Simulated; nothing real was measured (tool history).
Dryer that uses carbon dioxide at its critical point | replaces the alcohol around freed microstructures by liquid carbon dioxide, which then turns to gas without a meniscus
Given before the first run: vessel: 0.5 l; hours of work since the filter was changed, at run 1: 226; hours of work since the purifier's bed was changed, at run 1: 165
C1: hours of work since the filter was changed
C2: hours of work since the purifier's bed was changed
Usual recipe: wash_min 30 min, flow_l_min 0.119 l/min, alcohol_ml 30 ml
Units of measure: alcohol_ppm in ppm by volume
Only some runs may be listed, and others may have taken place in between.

{"run": 1, "hour": 0.0, "wash_min": 30, "flow_l_min": 0.119, "alcohol_ml": 30, "C1": 226, "C2": 165, "alcohol_ppm": 185}
{"run": 2, "hour": 21.0, "wash_min": 30, "flow_l_min": 0.119, "alcohol_ml": 30, "C1": 237, "C2": 175, "alcohol_ppm": 189}
{"run": 3, "hour": 43.9, "wash_min": 18, "flow_l_min": 0.119, "alcohol_ml": 30, "C1": 248, "C2": 187, "alcohol_ppm": 1613}
{"run": 4, "hour": 58.6, "wash_min": 30, "flow_l_min": 0.119, "alcohol_ml": 24, "C1": 256, "C2": 194, "alcohol_ppm": 165}
{"run": 5, "hour": 70.9, "wash_min": 30, "flow_l_min": 0.119, "alcohol_ml": 22, "C1": 262, "C2": 201, "alcohol_ppm": 158}
{"run": 6, "hour": 91.4, "wash_min": 30, "flow_l_min": 0.071, "alcohol_ml": 30, "C1": 272, "C2": 211, "alcohol_ppm": 1611}
{"run": 7, "hour": 110.5, "wash_min": 30, "flow_l_min": 0.071, "alcohol_ml": 30, "C1": 282, "C2": 220, "alcohol_ppm": 1580}
{"run": 8, "hour": 131.5, "wash_min": 30, "flow_l_min": 0.071, "alcohol_ml": 30, "C1": 292, "C2": 231, "alcohol_ppm": 1637}
{"run": 9, "hour": 146.0, "wash_min": 30, "flow_l_min": 0.119, "alcohol_ml": 30, "C1": 300, "C2": 238, "alcohol_ppm": 213}
{"run": 10, "hour": 158.6, "wash_min": 30, "flow_l_min": 0.119, "alcohol_ml": 30, "C1": 306, "C2": 245, "alcohol_ppm": 221}
{"run": 11, "hour": 178.0, "wash_min": 30, "flow_l_min": 0.119, "alcohol_ml": 30, "C1": 316, "C2": 254, "alcohol_ppm": 222}
{"run": 12, "hour": 207.9, "wash_min": 24, "flow_l_min": 0.119, "alcohol_ml": 30, "C1": 331, "C2": 270, "alcohol_ppm": 587}
{"run": 13, "hour": 222.0, "wash_min": 30, "flow_l_min": 0.119, "alcohol_ml": 30, "C1": 338, "C2": 277, "alcohol_ppm": 212}
{"run": 14, "hour": 235.5, "wash_min": 30, "flow_l_min": 0.119, "alcohol_ml": 30, "C1": 345, "C2": 283, "alcohol_ppm": 227}
{"run": 15, "hour": 251.8, "wash_min": 30, "flow_l_min": 0.119, "alcohol_ml": 30, "C1": 353, "C2": 292, "alcohol_ppm": 231}
{"run": 16, "hour": 265.2, "wash_min": 30, "flow_l_min": 0.119, "alcohol_ml": 30, "C1": 360, "C2": 298, "alcohol_ppm": 229}
{"run": 17, "hour": 278.0, "wash_min": 30, "flow_l_min": 0.119, "alcohol_ml": 30, "C1": 366, "C2": 305, "alcohol_ppm": 237}
{"run": 18, "hour": 300.5, "wash_min": 23, "flow_l_min": 0.119, "alcohol_ml": 30, "C1": 377, "C2": 316, "alcohol_ppm": 740}
{"run": 19, "hour": 326.2, "wash_min": 23, "flow_l_min": 0.119, "alcohol_ml": 30, "C1": 390, "C2": 329, "alcohol_ppm": 715}
{"run": 20, "hour": 346.9, "wash_min": 30, "flow_l_min": 0.119, "alcohol_ml": 42, "C1": 401, "C2": 340, "alcohol_ppm": 307}
{"hour": 366.0, "done": "inlet filter changed"}
{"run": 21, "hour": 367.7, "wash_min": 30, "flow_l_min": 0.124, "alcohol_ml": 42, "C1": 1, "C2": 350, "alcohol_ppm": 210}
{"run": 22, "hour": 397.4, "wash_min": 30, "flow_l_min": 0.124, "alcohol_ml": 42, "C1": 16, "C2": 364, "alcohol_ppm": 217}
{"run": 23, "hour": 417.6, "wash_min": 30, "flow_l_min": 0.124, "alcohol_ml": 42, "C1": 26, "C2": 375, "alcohol_ppm": 225}
{"run": 24, "hour": 436.8, "wash_min": 42, "flow_l_min": 0.086, "alcohol_ml": 25, "C1": 36, "C2": 384, "alcohol_ppm": 178}
{"run": 25, "hour": 463.8, "wash_min": 27, "flow_l_min": 0.118, "alcohol_ml": 31, "C1": 49, "C2": 398, "alcohol_ppm": 342}
{"run": 26, "hour": 488.5, "wash_min": 23, "flow_l_min": 0.128, "alcohol_ml": 47, "C1": 62, "C2": 410, "alcohol_ppm": 689}
{"run": 27, "hour": 500.9, "wash_min": 37, "flow_l_min": 0.173, "alcohol_ml": 47, "C1": 68, "C2": 417, "alcohol_ppm": 101}
{"run": 28, "hour": 527.0, "wash_min": 24, "flow_l_min": 0.09, "alcohol_ml": 85, "C1": 81, "C2": 430, "alcohol_ppm": 3962}
{"run": 29, "hour": 548.5, "wash_min": 24, "flow_l_min": 0.09, "alcohol_ml": 85, "C1": 92, "C2": 441, "alcohol_ppm": 4121}
{"run": 30, "hour": 574.1, "wash_min": 24, "flow_l_min": 0.09, "alcohol_ml": 85, "C1": 105, "C2": 453, "alcohol_ppm": 4051}
{"run": 31, "hour": 593.4, "wash_min": 47, "flow_l_min": 0.168, "alcohol_ml": 67, "C1": 115, "C2": 463, "alcohol_ppm": 112}
{"run": 32, "hour": 611.3, "wash_min": 47, "flow_l_min": 0.168, "alcohol_ml": 67, "C1": 124, "C2": 472, "alcohol_ppm": 115}
{"run": 33, "hour": 631.6, "wash_min": 30, "flow_l_min": 0.097, "alcohol_ml": 30, "C1": 134, "C2": 482, "alcohol_ppm": 498}
{"run": 34, "hour": 653.9, "wash_min": 36, "flow_l_min": 0.186, "alcohol_ml": 30, "C1": 145, "C2": 494, "alcohol_ppm": 123}
{"run": 35, "hour": 670.8, "wash_min": 36, "flow_l_min": 0.186, "alcohol_ml": 30, "C1": 153, "C2": 502, "alcohol_ppm": 115}
{"run": 36, "hour": 693.7, "wash_min": 27, "flow_l_min": 0.084, "alcohol_ml": 34, "C1": 165, "C2": 514, "alcohol_ppm": 1454}
{"run": 37, "hour": 719.0, "wash_min": 27, "flow_l_min": 0.084, "alcohol_ml": 34, "C1": 178, "C2": 526, "alcohol_ppm": 1489}
{"run": 38, "hour": 748.1, "wash_min": 21, "flow_l_min": 0.172, "alcohol_ml": 34, "C1": 192, "C2": 541, "alcohol_ppm": 298}
{"run": 39, "hour": 761.1, "wash_min": 38, "flow_l_min": 0.093, "alcohol_ml": 26, "C1": 199, "C2": 548, "alcohol_ppm": 249}
{"run": 40, "hour": 789.3, "wash_min": 22, "flow_l_min": 0.18, "alcohol_ml": 26, "C1": 213, "C2": 562, "alcohol_ppm": 204}
{"run": 41, "hour": 814.1, "wash_min": 22, "flow_l_min": 0.18, "alcohol_ml": 26, "C1": 226, "C2": 574, "alcohol_ppm": 204}
{"run": 42, "hour": 826.6, "wash_min": 31, "flow_l_min": 0.125, "alcohol_ml": 42, "C1": 232, "C2": 581, "alcohol_ppm": 262}
{"run": 43, "hour": 852.1, "wash_min": 31, "flow_l_min": 0.125, "alcohol_ml": 42, "C1": 245, "C2": 594, "alcohol_ppm": 270}
{"run": 44, "hour": 867.8, "wash_min": 30, "flow_l_min": 0.094, "alcohol_ml": 30, "C1": 253, "C2": 601, "alcohol_ppm": 675}
{"run": 45, "hour": 891.0, "wash_min": 46, "flow_l_min": 0.092, "alcohol_ml": 69, "C1": 264, "C2": 613, "alcohol_ppm": 245}
{"run": 46, "hour": 910.0, "wash_min": 37, "flow_l_min": 0.165, "alcohol_ml": 63, "C1": 274, "C2": 623, "alcohol_ppm": 155}

A few steps of alcohol_ppm between consecutive runs. Split each: what settings, incoming material and random variation would produce without the hidden state, and what is left over for the hidden state, along with gauge scatter present in only one of the two compared results (measured, and without hidden state):
The tool's hidden condition here consists of: flow that reaches the vessel past the clogged filter, %; alcohol in the recycled carbon dioxide, ppm; drift of the gauge itself on alcohol_ppm, %.
Run 5 -> 6: flow_l_min 0.119 -> 0.071, alcohol_ml 22 -> 30. alcohol_ppm +1453 ppm by volume: hidden state +218, all else +1235.
Run 8 -> 9: flow_l_min 0.071 -> 0.119. alcohol_ppm -1424 ppm by volume: hidden state -219, all else -1205.
Run 27 -> 28: wash_min 37 -> 24, flow_l_min 0.173 -> 0.09, alcohol_ml 47 -> 85. alcohol_ppm +3861 ppm by volume: hidden state +319, all else +3542.
Run 30 -> 31: wash_min 24 -> 47, flow_l_min 0.09 -> 0.168, alcohol_ml 85 -> 67. alcohol_ppm -3939 ppm by volume: hidden state -373, all else -3566.
